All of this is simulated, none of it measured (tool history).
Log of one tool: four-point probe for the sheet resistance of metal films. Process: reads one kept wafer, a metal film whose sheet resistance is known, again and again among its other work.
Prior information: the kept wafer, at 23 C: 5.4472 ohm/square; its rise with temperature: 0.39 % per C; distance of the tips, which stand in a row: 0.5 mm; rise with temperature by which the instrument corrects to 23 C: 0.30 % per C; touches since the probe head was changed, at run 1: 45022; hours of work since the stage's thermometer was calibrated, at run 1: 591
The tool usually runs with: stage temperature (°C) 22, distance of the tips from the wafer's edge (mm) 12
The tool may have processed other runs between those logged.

run    hour  stage temperature (°C)  distance of the tips from the wafer's edge (mm)  touches since the probe head was changed  hours of work since the stage's thermometer was calibrated  sheet resistance as the instrument gives it (ohm/square)
  1       0                      22                                               12                                     45022                                                         591                                                   5.44913
  2   116.6                      22                                               12                                     50738                                                         666                                                  5.449258
  3   190.5                      22                                               59                                     54359                                                         713                                                  5.441738
  4     270                      22                                               59                                     58255                                                         764                                                   5.44382
  5   365.4                      22                                               59                                     62930                                                         826                                                  5.442421
  6   446.7                      22                                               59                                     66915                                                         878                                                  5.442557
  7   526.2                      22                                               12                                     70812                                                         929                                                  5.448054
  8   622.7                      25                                               12                                     75540                                                         991                                                  5.462694
  9   731.9                      25                                               12                                     80894                                                        1061                                                  5.461175
 10   865.1                      22                                               12                                     87420                                                        1147                                                   5.44973
 11   965.2                      22                                               12                                     92330                                                        1211                                                  5.448617
 12  1082.6                      22                                               12                                     98082                                                        1287                                                  5.449581
 13  1166.7                      22                                               12                                    102205                                                        1341                                                  5.447526
     1176.3  -- new probe head fitted
 14    1263                      22                                               12                                      4252                                                        1402                                                  5.446635
 15  1393.2                      20                                               12                                     10632                                                        1486                                                  5.437866
 16  1534.4                      26                                               36                                     17553                                                        1577                                                  5.462905
 17  1668.2                      26                                               36                                     24107                                                        1663                                                  5.460887
 18  1752.9                      26                                               36                                     28260                                                        1717                                                  5.461566
 19  1820.4                      26                                               36                                     31571                                                        1761                                                  5.462916
 20  1937.2                      19                                               49                                     37292                                                        1836                                                  5.428878
 21  2030.6                      19                                               49                                     41871                                                        1896                                                  5.428213
 22  2163.9                      24                                               18                                     48404                                                        1981                                                  5.451066
 23  2279.2                      21                                               48                                     54053                                                        2056                                                  5.438251
     2312.9  -- stage's thermometer calibrated
 24  2356.8                      21                                               48                                     57833                                                          28                                                  5.439421
 25  2451.1                      21                                                3                                     62455                                                          89                                                  5.519105
 26    2588                      22                                                9                                     69163                                                         177                                                  5.451165
 27    2647                      32                                               12                                     72056                                                         215                                                  5.491884
 28    2793                      33                                               26                                     79211                                                         309                                                  5.492817
 29  2910.9                      20                                               16                                     84992                                                         385                                                  5.437374

5 ways to go on from here, each from the tool as it stands after run 29. What would each give?
  A  3017.1                      22                                               71                                     90198                                                         453                                                         ?
  B  3017.1                      18                                               46                                     90198                                                         453                                                         ?
  C  3017.1                      19                                               12                                     90198                                                         453                                                         ?
  D  3017.1                      20                                               70                                     90198                                                         453                                                         ?
  E  3017.1                      32                                               37                                     90198                                                         453                                                         ?

run  sheet resistance as the instrument gives it (ohm/square)
  A                                                  5.443183
  B                                                  5.424564
  C                                                  5.432696
  D                                                  5.434149
  E                                                  5.488928
Take away the tool's hidden state, keep each run's random variation, and the runs would have read:
run  sheet resistance as the instrument gives it (ohm/square)
  A                                                  5.443318
  B                                                  5.424699
  C                                                  5.432831
  D                                                  5.434284
  E                                                  5.489065

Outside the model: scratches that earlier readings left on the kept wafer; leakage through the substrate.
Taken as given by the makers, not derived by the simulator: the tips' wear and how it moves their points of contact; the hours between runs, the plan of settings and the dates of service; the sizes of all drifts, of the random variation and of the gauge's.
